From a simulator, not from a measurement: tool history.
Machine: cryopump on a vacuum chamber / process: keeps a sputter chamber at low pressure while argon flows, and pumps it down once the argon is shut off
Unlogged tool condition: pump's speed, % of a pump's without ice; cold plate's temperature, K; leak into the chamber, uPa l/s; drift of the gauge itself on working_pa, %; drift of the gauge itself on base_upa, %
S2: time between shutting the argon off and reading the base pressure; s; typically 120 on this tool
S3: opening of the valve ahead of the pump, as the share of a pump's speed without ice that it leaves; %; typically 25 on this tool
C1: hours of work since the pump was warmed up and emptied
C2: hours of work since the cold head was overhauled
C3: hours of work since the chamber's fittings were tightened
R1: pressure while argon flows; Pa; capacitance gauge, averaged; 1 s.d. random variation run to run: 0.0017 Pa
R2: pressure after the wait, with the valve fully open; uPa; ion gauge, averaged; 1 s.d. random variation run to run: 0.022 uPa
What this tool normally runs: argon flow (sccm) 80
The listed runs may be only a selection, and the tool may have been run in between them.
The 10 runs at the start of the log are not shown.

{"run": 11, "hour": 613.3, "argon flow (sccm)": 80, "S2": 120, "S3": 25, "C1": 181, "C2": 2437, "C3": 1462, "R1": 0.4162, "R2": 2.46}
{"run": 12, "hour": 667.8, "argon flow (sccm)": 80, "S2": 120, "S3": 25, "C1": 218, "C2": 2474, "C3": 1499, "R1": 0.4199, "R2": 2.64}
{"run": 13, "hour": 731.3, "argon flow (sccm)": 80, "S2": 120, "S3": 39, "C1": 261, "C2": 2518, "C3": 1543, "R1": 0.2764, "R2": 2.75}
{"run": 14, "hour": 779.9, "argon flow (sccm)": 39, "S2": 120, "S3": 25, "C1": 294, "C2": 2551, "C3": 1576, "R1": 0.207, "R2": 2.86}
{"run": 15, "hour": 815.0, "argon flow (sccm)": 39, "S2": 120, "S3": 25, "C1": 318, "C2": 2575, "C3": 1599, "R1": 0.2076, "R2": 2.88}
{"run": 16, "hour": 854.7, "argon flow (sccm)": 39, "S2": 120, "S3": 25, "C1": 345, "C2": 2602, "C3": 1626, "R1": 0.2073, "R2": 2.95}
{"run": 17, "hour": 918.6, "argon flow (sccm)": 80, "S2": 120, "S3": 25, "C1": 388, "C2": 2645, "C3": 1670, "R1": 0.4309, "R2": 3.1}
{"hour": 970.6, "done": "pump warmed up, emptied and cooled again"}
{"run": 18, "hour": 993.7, "argon flow (sccm)": 80, "S2": 120, "S3": 25, "C1": 16, "C2": 2693, "C3": 1717, "R1": 0.4116, "R2": 2.73}
{"run": 19, "hour": 1053.7, "argon flow (sccm)": 80, "S2": 121, "S3": 23, "C1": 56, "C2": 2733, "C3": 1758, "R1": 0.447, "R2": 2.76}
{"run": 20, "hour": 1111.3, "argon flow (sccm)": 64, "S2": 43, "S3": 38, "C1": 96, "C2": 2773, "C3": 1797, "R1": 0.2196, "R2": 3.45}
{"run": 21, "hour": 1189.5, "argon flow (sccm)": 100, "S2": 43, "S3": 38, "C1": 149, "C2": 2826, "C3": 1851, "R1": 0.3499, "R2": 3.47}
{"run": 22, "hour": 1237.5, "argon flow (sccm)": 100, "S2": 43, "S3": 38, "C1": 181, "C2": 2858, "C3": 1883, "R1": 0.3477, "R2": 3.71}
{"run": 23, "hour": 1274.2, "argon flow (sccm)": 100, "S2": 154, "S3": 38, "C1": 206, "C2": 2883, "C3": 1908, "R1": 0.3502, "R2": 3.14}
{"run": 24, "hour": 1326.3, "argon flow (sccm)": 80, "S2": 54, "S3": 27, "C1": 242, "C2": 2919, "C3": 1944, "R1": 0.393, "R2": 3.7}
{"run": 25, "hour": 1381.1, "argon flow (sccm)": 80, "S2": 54, "S3": 27, "C1": 279, "C2": 2956, "C3": 1981, "R1": 0.3915, "R2": 3.81}
{"run": 26, "hour": 1424.9, "argon flow (sccm)": 80, "S2": 291, "S3": 30, "C1": 309, "C2": 2986, "C3": 2011, "R1": 0.3557, "R2": 3.26}
{"run": 27, "hour": 1464.1, "argon flow (sccm)": 47, "S2": 161, "S3": 25, "C1": 335, "C2": 3012, "C3": 2037, "R1": 0.2482, "R2": 3.53}
{"run": 28, "hour": 1547.2, "argon flow (sccm)": 80, "S2": 55, "S3": 37, "C1": 392, "C2": 3069, "C3": 2094, "R1": 0.2965, "R2": 4.08}
{"hour": 1596.0, "done": "pump warmed up, emptied and cooled again"}
{"run": 29, "hour": 1607.2, "argon flow (sccm)": 81, "S2": 190, "S3": 24, "C1": 8, "C2": 3106, "C3": 2131, "R1": 0.4334, "R2": 3.17}
{"run": 30, "hour": 1659.0, "argon flow (sccm)": 34, "S2": 50, "S3": 54, "C1": 43, "C2": 3141, "C3": 2166, "R1": 0.0817, "R2": 3.71}

Run 31 has not been measured yet. What should we expect?
{"run": 31, "hour": 1739.4, "argon flow (sccm)": 80, "S2": 120, "S3": 15, "C1": 97, "C2": 3196, "C3": 2221, "R1": "?", "R2": "?"}

Run 31 yielded R1 0.6847 Pa, R2 3.52 uPa.
Had the tool carried no hidden state, the very same run would have given R1 0.6768 Pa, R2 0.53 uPa.
